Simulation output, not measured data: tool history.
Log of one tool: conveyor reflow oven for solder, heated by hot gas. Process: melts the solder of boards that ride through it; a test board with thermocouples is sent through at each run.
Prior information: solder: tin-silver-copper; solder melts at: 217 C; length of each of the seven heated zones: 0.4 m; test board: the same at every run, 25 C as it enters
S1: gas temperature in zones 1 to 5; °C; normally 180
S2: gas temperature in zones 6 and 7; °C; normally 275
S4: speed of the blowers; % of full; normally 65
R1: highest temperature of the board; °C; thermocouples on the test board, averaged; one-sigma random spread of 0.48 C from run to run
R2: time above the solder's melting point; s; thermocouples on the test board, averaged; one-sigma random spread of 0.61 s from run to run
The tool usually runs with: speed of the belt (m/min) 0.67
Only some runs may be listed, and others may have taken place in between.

Run 1, hour 0: usual settings. Result: R1 254.3 °C, R2 57.8 s.
Run 2, hour 70.5: usual settings. Result: R1 253.3 °C, R2 54.9 s.
At hour 123.5: belt drive overhauled, speed set with a stopwatch.
Run 3, hour 135.4: usual settings but S2 264 °C. Result: R1 243.6 °C, R2 48.7 s.
Run 4, hour 192.6: usual settings but S2 264 °C. Result: R1 244.7 °C, R2 48.3 s.
Run 5, hour 241.3: usual settings but S2 264 °C. Result: R1 243.6 °C, R2 48.3 s.
Run 6, hour 313.5: usual settings but S1 176 °C, S2 276 °C, speed of the belt (m/min) 0.794. Result: R1 245.4 °C, R2 39.7 s.
At hour 354.9: flux residue cleaned out of gas plates and filters.
Run 7, hour 367.5: usual settings but S2 280 °C, speed of the belt (m/min) 0.584. Result: R1 264.2 °C, R2 71.9 s.
At hour 396.7: thermocouples of zones 6 and 7 changed.
Run 8, hour 449.8: usual settings but S1 174 °C, S2 274 °C, speed of the belt (m/min) 0.55, S4 51 % of full. Result: R1 256.3 °C, R2 69.4 s.
Run 9, hour 483.7: usual settings but S2 282 °C, speed of the belt (m/min) 0.628, S4 81 % of full. Result: R1 269.4 °C, R2 70.9 s.
Run 10, hour 552.1: usual settings but speed of the belt (m/min) 0.747, S4 67 % of full. Result: R1 253.9 °C, R2 49.7 s.

Alternative continuations, all from the tool just after run 10; predict every row:
At hour 596.5: belt drive overhauled, speed set with a stopwatch, once more.
Run A, hour 633.7: usual settings but S1 173 °C, S2 288 °C, speed of the belt (m/min) 0.647, S4 67 % of full. Result: R1 ?, R2 ?.
At hour 596.5: belt drive overhauled, speed set with a stopwatch, once more.
Run B, hour 633.7: usual settings but speed of the belt (m/min) 0.747, S4 50 % of full. Result: R1 ?, R2 ?.
At hour 596.5: belt drive overhauled, speed set with a stopwatch, once more.
Run C, hour 633.7: usual settings but S2 278 °C, speed of the belt (m/min) 0.747, S4 67 % of full. Result: R1 ?, R2 ?.
At hour 596.5: belt drive overhauled, speed set with a stopwatch, once more.
Run D, hour 633.7: usual settings but S2 289 °C, speed of the belt (m/min) 0.713. Result: R1 ?, R2 ?.
At hour 596.5: belt drive overhauled, speed set with a stopwatch, once more.
Run E, hour 633.7: usual settings but speed of the belt (m/min) 0.544, S4 67 % of full. Result: R1 ?, R2 ?.

run     R1    R2
  A  267.5  64.1
  B    243  40.4
  C  254.1    49
  D  264.8  58.2
  E  262.5  76.6
Had the tool no hidden state, the same runs would have come out as:
run     R1    R2
  A  270.3  65.6
  B  245.5  42.9
  C    257    51
  D  267.7  59.7
  E  264.5  77.9
